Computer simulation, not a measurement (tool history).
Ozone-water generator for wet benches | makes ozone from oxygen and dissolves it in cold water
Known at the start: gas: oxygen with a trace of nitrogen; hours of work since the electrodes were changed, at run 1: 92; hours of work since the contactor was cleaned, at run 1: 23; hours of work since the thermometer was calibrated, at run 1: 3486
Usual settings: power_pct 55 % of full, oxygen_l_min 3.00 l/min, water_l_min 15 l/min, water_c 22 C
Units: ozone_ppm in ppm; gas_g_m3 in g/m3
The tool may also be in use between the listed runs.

run    hour  power_pct  oxygen_l_min  water_l_min  water_c  hours of work since the electrodes were changed  hours of work since the contactor was cleaned  hours of work since the thermometer was calibrated  ozone_ppm  gas_g_m3
  1     0.0         55          3.00           15       22                                               92                                             23                                                3486       11.2     125.9
  2    33.0         55          3.00           15       18                                              120                                             51                                                3514       12.2     128.1
       63.6  -- water thermometer calibrated
  3    92.8         65          3.00           15       22                                              171                                            101                                                  25       12.9     142.7
  4   130.9         55          3.00           15       22                                              203                                            133                                                  57       11.3     125.5
  5   162.1         55          3.00           15       22                                              229                                            160                                                  84       11.4     128.3
  6   220.4         55          3.00           15       22                                              279                                            209                                                 133       11.3     125.7
  7   284.7         55          3.00           15       22                                              333                                            264                                                 188       11.4     126.9
  8   329.8         55          3.12           15       22                                              372                                            302                                                 226       11.2     122.8
  9   370.3         55          3.00           15       22                                              406                                            336                                                 260       11.2     126.9
 10   442.3         55          2.86           15       22                                              467                                            397                                                 321       11.3     130.9
 11   491.4         55          3.00           15       19                                              509                                            439                                                 363       11.9     127.4
 12   525.8         55          3.00           15       19                                              538                                            468                                                 392       11.8     127.4
 13   576.3         55          3.00           15       19                                              581                                            511                                                 435       11.5     124.3
 14   633.6         55          5.25           15       22                                              629                                            560                                                 483       10.4      86.7
 15   670.8         55          5.25           15       22                                              661                                            591                                                 515       10.1      87.0
      680.1  -- contactor cleaned
 16   743.4         55          2.27           15       22                                              719                                             54                                                 573       11.2     150.7
 17   783.5         55          2.27           15       22                                              753                                             88                                                 607       11.4     150.1
      806.4  -- contactor cleaned, once more
 18   818.2         55          2.27           15       22                                              779                                             10                                                 633       11.5     152.6
 19   881.5         55          2.27           15       22                                              833                                             64                                                 687       11.4     150.4
 20   922.9         74          1.76           13       17                                              868                                             99                                                 722       16.7     223.0
 21   953.9         49          4.77           18       29                                              894                                            125                                                 748        7.6      82.9
 22  1014.1         49          4.77           18       29                                              945                                            176                                                 799        7.5      84.5
 23  1054.5         72          1.98           23       24                                              979                                            210                                                 834        9.2     203.2
 24  1107.8         72          1.98           23       24                                             1024                                            256                                                 879        9.1     200.7
 25  1146.4         43          3.00           11       22                                             1057                                            288                                                 911       11.6     105.2
 26  1182.6         55          3.00           11       19                                             1088                                            319                                                 942       14.7     124.4
 27  1220.5         55          3.00           11       15                                             1120                                            351                                                 974       15.4     124.2
 28  1274.4         46          2.26           10       28                                             1166                                            397                                                1020       12.5     132.8
 29  1331.0         46          2.26           10       28                                             1214                                            445                                                1068       12.5     132.5
 30  1366.1         63          2.26           10       19                                             1244                                            475                                                1098       18.1     166.3
 31  1423.1         63          2.26           10       19                                             1292                                            523                                                1146       18.0     165.8
 32  1465.4         43          3.00           10       16                                             1328                                            559                                                1182       13.5     104.5
 33  1513.7         65          3.05            9       14                                             1369                                            600                                                1223       20.2     140.3

4 ways to go on from here, each from the tool as it stands after run 33. What would each give?
  A  1574.9         57          3.05            9       14                                             1421                                            652                                                1275          ?         ?
  B  1574.9         56          3.00           15       15                                             1421                                            652                                                1275          ?         ?
  C  1574.9         55          3.00           15       23                                             1421                                            652                                                1275          ?         ?
  D  1574.9         44          1.79            9       19                                             1421                                            652                                                1275          ?         ?

run  ozone_ppm  gas_g_m3
  A       18.5     127.2
  B       12.2     126.5
  C       11.2     124.1
  D       15.0     149.3
Without the tool's hidden state the same runs would have given:
run  ozone_ppm  gas_g_m3
  A       18.9     129.8
  B       12.5     129.0
  C       11.5     126.5
  D       15.4     151.6
